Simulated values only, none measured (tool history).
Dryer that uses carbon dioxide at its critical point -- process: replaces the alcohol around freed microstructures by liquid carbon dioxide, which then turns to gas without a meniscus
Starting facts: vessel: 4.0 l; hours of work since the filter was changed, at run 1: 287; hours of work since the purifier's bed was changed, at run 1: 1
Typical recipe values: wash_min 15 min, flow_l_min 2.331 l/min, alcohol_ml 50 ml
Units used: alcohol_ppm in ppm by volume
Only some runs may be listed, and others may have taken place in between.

run     day  wash_min  flow_l_min  alcohol_ml  hours of work since the filter was changed  hours of work since the purifier's bed was changed  alcohol_ppm
  1       0        15       2.331          50                                         287                                                   1           38
  2     1.8        15       2.331          50                                         303                                                  17           30
  3   3.275        15       2.331          67                                         316                                                  30           48
  4   4.879        15       2.331          67                                         330                                                  44           53
  5   6.262        15           2          67                                         343                                                  57          116
  6   8.008        15           2          67                                         358                                                  72          123
  7   9.842        13       2.331          50                                         375                                                  89           88
  8  11.254        13       2.331          50                                         387                                                 101           85
  9  12.875        17        1.46         119                                         402                                                 116          504
 10  14.662        21        1.63         119                                         418                                                 132          130
 11  16.392        19        1.59          27                                         433                                                 147           84
 12  17.842        19        1.59          27                                         446                                                 160           80
 13  19.208        17        1.58          20                                         459                                                 173           94
 14  20.112         9        1.58          43                                         467                                                 181         1058
 15  21.038        11       2.331         112                                         475                                                 189          404
 16  22.671        11       2.331         112                                         490                                                 204          403

What if the next run were any one of these 3? Each begins from the tool's condition after run 16:
  A  24.142        11       2.331          69                                         503                                                 217            ?
  B  24.142        15       2.331          21                                         503                                                 217            ?
  C  24.142        15       2.331          26                                         503                                                 217            ?

run  alcohol_ppm
  A          255
  B           46
  C           57
With no hidden state in the tool, these same runs would have given:
run  alcohol_ppm
  A          169
  B           11
  C           21
